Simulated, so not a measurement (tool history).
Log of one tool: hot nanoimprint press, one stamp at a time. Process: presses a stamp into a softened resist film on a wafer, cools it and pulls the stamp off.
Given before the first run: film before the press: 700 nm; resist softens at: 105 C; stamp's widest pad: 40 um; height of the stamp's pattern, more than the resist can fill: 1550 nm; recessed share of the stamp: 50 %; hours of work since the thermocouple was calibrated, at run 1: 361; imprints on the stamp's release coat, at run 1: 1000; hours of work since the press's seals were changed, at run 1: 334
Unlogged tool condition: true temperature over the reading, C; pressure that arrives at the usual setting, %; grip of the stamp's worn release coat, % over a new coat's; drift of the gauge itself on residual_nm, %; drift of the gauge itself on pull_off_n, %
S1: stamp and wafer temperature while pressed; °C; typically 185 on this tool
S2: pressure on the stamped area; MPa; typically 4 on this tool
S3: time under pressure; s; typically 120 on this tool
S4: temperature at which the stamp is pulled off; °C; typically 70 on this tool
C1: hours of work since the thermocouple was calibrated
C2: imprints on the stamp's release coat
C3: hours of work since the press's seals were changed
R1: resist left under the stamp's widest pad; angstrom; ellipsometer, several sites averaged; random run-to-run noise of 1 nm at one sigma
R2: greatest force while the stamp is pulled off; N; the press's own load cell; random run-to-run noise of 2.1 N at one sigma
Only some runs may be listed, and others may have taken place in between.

{"run": 1, "hour": 0.0, "S1": 185, "S2": 4, "S3": 120, "S4": 70, "C1": 361, "C2": 1000, "C3": 334, "R1": 2615, "R2": 112}
{"run": 2, "hour": 25.7, "S1": 185, "S2": 4, "S3": 120, "S4": 70, "C1": 378, "C2": 1080, "C3": 351, "R1": 2635, "R2": 107}
{"run": 3, "hour": 58.9, "S1": 185, "S2": 4, "S3": 120, "S4": 70, "C1": 401, "C2": 1185, "C3": 374, "R1": 2605, "R2": 114}
{"run": 4, "hour": 103.1, "S1": 185, "S2": 4.17, "S3": 120, "S4": 70, "C1": 431, "C2": 1324, "C3": 403, "R1": 2557, "R2": 112}
{"run": 5, "hour": 139.7, "S1": 185, "S2": 4.17, "S3": 120, "S4": 70, "C1": 455, "C2": 1439, "C3": 428, "R1": 2546, "R2": 115}
{"run": 6, "hour": 184.9, "S1": 185, "S2": 4.17, "S3": 120, "S4": 70, "C1": 486, "C2": 1581, "C3": 459, "R1": 2571, "R2": 120}
{"hour": 210.0, "done": "stamp cleaned and given a new release coat"}
{"run": 7, "hour": 210.7, "S1": 174, "S2": 4, "S3": 120, "S4": 70, "C1": 499, "C2": 2, "C3": 472, "R1": 4162, "R2": 88}
{"run": 8, "hour": 231.8, "S1": 174, "S2": 4, "S3": 120, "S4": 70, "C1": 513, "C2": 68, "C3": 486, "R1": 4210, "R2": 86}
{"run": 9, "hour": 276.1, "S1": 174, "S2": 4, "S3": 120, "S4": 70, "C1": 543, "C2": 207, "C3": 516, "R1": 4207, "R2": 90}
{"run": 10, "hour": 298.3, "S1": 185, "S2": 5.06, "S3": 120, "S4": 70, "C1": 558, "C2": 277, "C3": 531, "R1": 2325, "R2": 91}
{"hour": 316.2, "done": "plate thermocouple calibrated"}
{"run": 11, "hour": 346.4, "S1": 185, "S2": 5.06, "S3": 120, "S4": 70, "C1": 20, "C2": 419, "C3": 562, "R1": 2290, "R2": 94}
{"run": 12, "hour": 381.8, "S1": 185, "S2": 5.06, "S3": 86, "S4": 70, "C1": 44, "C2": 530, "C3": 586, "R1": 2640, "R2": 98}
{"run": 13, "hour": 403.5, "S1": 185, "S2": 5.06, "S3": 86, "S4": 70, "C1": 59, "C2": 598, "C3": 600, "R1": 2651, "R2": 97}
{"run": 14, "hour": 451.0, "S1": 185, "S2": 5.06, "S3": 86, "S4": 70, "C1": 91, "C2": 747, "C3": 632, "R1": 2634, "R2": 101}
{"hour": 486.4, "done": "plate thermocouple calibrated, once more"}
{"run": 15, "hour": 489.6, "S1": 185, "S2": 5.06, "S3": 86, "S4": 70, "C1": 2, "C2": 859, "C3": 656, "R1": 2816, "R2": 105}
{"run": 16, "hour": 521.3, "S1": 187, "S2": 4, "S3": 71, "S4": 70, "C1": 24, "C2": 959, "C3": 678, "R1": 3062, "R2": 108}
{"run": 17, "hour": 563.1, "S1": 187, "S2": 4, "S3": 71, "S4": 70, "C1": 52, "C2": 1090, "C3": 706, "R1": 3052, "R2": 115}
{"run": 18, "hour": 585.9, "S1": 193, "S2": 4, "S3": 71, "S4": 68, "C1": 67, "C2": 1162, "C3": 722, "R1": 2357, "R2": 121}
{"run": 19, "hour": 633.6, "S1": 193, "S2": 4, "S3": 71, "S4": 68, "C1": 99, "C2": 1311, "C3": 754, "R1": 2361, "R2": 120}
{"run": 20, "hour": 677.7, "S1": 193, "S2": 2.41, "S3": 71, "S4": 68, "C1": 129, "C2": 1450, "C3": 784, "R1": 2923, "R2": 128}
{"run": 21, "hour": 709.9, "S1": 186, "S2": 3.73, "S3": 146, "S4": 66, "C1": 151, "C2": 1551, "C3": 805, "R1": 2439, "R2": 133}
{"run": 22, "hour": 735.7, "S1": 186, "S2": 5.74, "S3": 221, "S4": 66, "C1": 168, "C2": 1632, "C3": 823, "R1": 1665, "R2": 139}
{"hour": 745.9, "done": "stamp cleaned and given a new release coat"}
{"run": 23, "hour": 782.2, "S1": 182, "S2": 4.62, "S3": 146, "S4": 70, "C1": 196, "C2": 115, "C3": 850, "R1": 2679, "R2": 87}
{"run": 24, "hour": 805.7, "S1": 185, "S2": 3.2, "S3": 120, "S4": 66, "C1": 212, "C2": 188, "C3": 866, "R1": 2932, "R2": 104}
{"hour": 819.0, "done": "press's hydraulic seals changed and the load cell set to zero"}
{"run": 25, "hour": 853.9, "S1": 184, "S2": 3.43, "S3": 75, "S4": 61, "C1": 239, "C2": 315, "C3": 24, "R1": 3507, "R2": 117}
{"run": 26, "hour": 899.3, "S1": 185, "S2": 3.46, "S3": 222, "S4": 61, "C1": 270, "C2": 457, "C3": 54, "R1": 2159, "R2": 122}
{"run": 27, "hour": 940.9, "S1": 185, "S2": 3.55, "S3": 90, "S4": 60, "C1": 298, "C2": 588, "C3": 82, "R1": 3102, "R2": 129}
{"run": 28, "hour": 981.1, "S1": 185, "S2": 3.55, "S3": 90, "S4": 60, "C1": 325, "C2": 714, "C3": 110, "R1": 3074, "R2": 132}
{"run": 29, "hour": 1022.9, "S1": 189, "S2": 2.98, "S3": 220, "S4": 62, "C1": 353, "C2": 845, "C3": 138, "R1": 1902, "R2": 129}
{"run": 30, "hour": 1058.5, "S1": 185, "S2": 3.67, "S3": 156, "S4": 70, "C1": 377, "C2": 957, "C3": 162, "R1": 2435, "R2": 107}

How the hidden state differs across the entries between the runs, from the last listed run before each to the first after it:
Between runs 6 and 7: stamp cleaned and given a new release coat (hour 210)
  true temperature over the reading, C: 0.88 -> 0.9; pressure that arrives at the usual setting, %: 97.81 -> 97.76; grip of the stamp's worn release coat, % over a new coat's: 35.4 -> 0
  measured result minus the result with no hidden state, R1: -78 -> -116 angstrom; R2: +29 -> -3 N
Between runs 10 and 11: plate thermocouple calibrated (hour 316.2)
  true temperature over the reading, C: 1 -> 1.29; pressure that arrives at the usual setting, %: 97.53 -> 97.42; grip of the stamp's worn release coat, % over a new coat's: 5.8 -> 8.9
  measured result minus the result with no hidden state, R1: -77 -> -108 angstrom; R2: +3 -> +4 N
Between runs 14 and 15: plate thermocouple calibrated, once more (hour 486.4)
  true temperature over the reading, C: 1.41 -> 0.05; pressure that arrives at the usual setting, %: 97.15 -> 97.05; grip of the stamp's worn release coat, % over a new coat's: 16.1 -> 18.6
  measured result minus the result with no hidden state, R1: -129 -> +40 angstrom; R2: +10 -> +17 N
Between runs 22 and 23: stamp cleaned and given a new release coat (hour 745.9)
  true temperature over the reading, C: 0.31 -> 0.36; pressure that arrives at the usual setting, %: 96.43 -> 96.32; grip of the stamp's worn release coat, % over a new coat's: 36.6 -> 2.4
  measured result minus the result with no hidden state, R1: +17 -> +6 angstrom; R2: +37 -> +1 N
Between runs 24 and 25: press's hydraulic seals changed and the load cell set to zero (hour 819)
  true temperature over the reading, C: 0.38 -> 0.43; pressure that arrives at the usual setting, %: 96.26 -> 99.71; grip of the stamp's worn release coat, % over a new coat's: 3.9 -> 6.6
  measured result minus the result with no hidden state, R1: -11 -> -58 angstrom; R2: +3 -> +7 N
